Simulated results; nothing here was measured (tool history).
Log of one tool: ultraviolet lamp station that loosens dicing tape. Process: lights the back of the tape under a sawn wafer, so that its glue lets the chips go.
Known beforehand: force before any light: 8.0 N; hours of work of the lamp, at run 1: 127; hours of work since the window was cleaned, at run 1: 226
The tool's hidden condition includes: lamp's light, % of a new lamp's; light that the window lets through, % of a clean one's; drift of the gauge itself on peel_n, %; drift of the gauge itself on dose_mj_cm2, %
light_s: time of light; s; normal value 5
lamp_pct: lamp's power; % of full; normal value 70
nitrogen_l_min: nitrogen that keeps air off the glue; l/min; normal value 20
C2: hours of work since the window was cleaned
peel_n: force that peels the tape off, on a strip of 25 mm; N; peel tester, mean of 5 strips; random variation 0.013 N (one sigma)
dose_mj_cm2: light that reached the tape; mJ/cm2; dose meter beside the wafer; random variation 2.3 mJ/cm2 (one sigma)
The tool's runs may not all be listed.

Run 1, hour 0: usual settings; hours of work of the lamp 127; C2 226. Result: peel_n 0.708 N, dose_mj_cm2 227 mJ/cm2.
Run 2, hour 9.3: usual settings; hours of work of the lamp 132; C2 232. Result: peel_n 0.746 N, dose_mj_cm2 227 mJ/cm2.
Run 3, hour 20.6: usual settings; hours of work of the lamp 139; C2 238. Result: peel_n 0.716 N, dose_mj_cm2 228 mJ/cm2.
Run 4, hour 32.9: usual settings; hours of work of the lamp 146; C2 245. Result: peel_n 0.737 N, dose_mj_cm2 224 mJ/cm2.
Run 5, hour 39.9: usual settings but lamp_pct 97 % of full; hours of work of the lamp 150; C2 249. Result: peel_n 0.347 N, dose_mj_cm2 309 mJ/cm2.
Run 6, hour 47.5: usual settings but nitrogen_l_min 12 l/min; hours of work of the lamp 154; C2 254. Result: peel_n 0.976 N, dose_mj_cm2 221 mJ/cm2.
Run 7, hour 61.6: usual settings but light_s 7 s, lamp_pct 79 % of full, nitrogen_l_min 16 l/min; hours of work of the lamp 162; C2 262. Result: peel_n 0.301 N, dose_mj_cm2 354 mJ/cm2.
Run 8, hour 72.5: usual settings but light_s 4 s, lamp_pct 86 % of full, nitrogen_l_min 16 l/min; hours of work of the lamp 169; C2 268. Result: peel_n 0.868 N, dose_mj_cm2 220 mJ/cm2.
Run 9, hour 85.6: usual settings but light_s 3 s, lamp_pct 65 % of full, nitrogen_l_min 16 l/min; hours of work of the lamp 176; C2 276. Result: peel_n 2.264 N, dose_mj_cm2 125 mJ/cm2.
Run 10, hour 98.9: usual settings but nitrogen_l_min 35 l/min; hours of work of the lamp 184; C2 283. Result: peel_n 0.604 N, dose_mj_cm2 221 mJ/cm2.
Run 11, hour 107.5: usual settings but nitrogen_l_min 35 l/min; hours of work of the lamp 189; C2 288. Result: peel_n 0.584 N, dose_mj_cm2 221 mJ/cm2.

Pick out some run-to-run changes in peel_n. Of each, how much would a tool without hidden state show as well, from the settings, what came in and chance, and how much is left for the hidden state and any gauge scatter not in both results compared?
Run 9 -> 10: light_s 3 -> 5, lamp_pct 65 -> 70, nitrogen_l_min 16 -> 35. peel_n -1.66 N: hidden state -0.132, all else -1.528.
